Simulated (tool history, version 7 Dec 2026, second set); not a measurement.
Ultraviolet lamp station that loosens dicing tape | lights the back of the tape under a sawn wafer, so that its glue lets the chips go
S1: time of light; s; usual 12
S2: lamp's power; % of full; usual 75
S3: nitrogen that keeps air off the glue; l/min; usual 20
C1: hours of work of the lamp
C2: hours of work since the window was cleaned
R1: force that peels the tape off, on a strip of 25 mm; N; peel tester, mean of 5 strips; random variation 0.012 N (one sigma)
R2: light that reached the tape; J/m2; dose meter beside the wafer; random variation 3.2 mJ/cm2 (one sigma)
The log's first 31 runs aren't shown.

run	hour	S1	S2	S3	C1	C2	R1	R2
32	340.7	6	61	10	430	242	1.955	2050
33	356.5	20	61	8	437	250	0.549	6860
34	370.4	11	96	20	444	256	0.439	5900
35	385.5	7	75	7	451	263	1.695	2950
36	392	12	75	8	454	266	0.89	5010
37	405.6	12	75	21	460	272	0.546	5070
38	419.9	12	75	21	467	279	0.576	5080
39	429.7	12	75	21	471	283	0.543	5030
40	441.9	11	75	20	477	289	0.651	4620
41	450	19	72	9	481	293	0.414	7690
42	456.6	8	94	8	484	296	1.087	4220
43	471.6	11	72	14	491	303	0.792	4420

Forecast each of these 3 alternatives for the next run:
A	486.8	18	93	7	498	310	?	?
B	486.8	15	72	17	498	310	?	?
C	486.8	12	78	20	498	310	?	?

run	R1	R2
A	0.344	9460
B	0.465	6110
C	0.55	5300
Without the tool's hidden state the same runs would have given:
run	R1	R2
A	0.342	9480
B	0.463	6130
C	0.547	5310

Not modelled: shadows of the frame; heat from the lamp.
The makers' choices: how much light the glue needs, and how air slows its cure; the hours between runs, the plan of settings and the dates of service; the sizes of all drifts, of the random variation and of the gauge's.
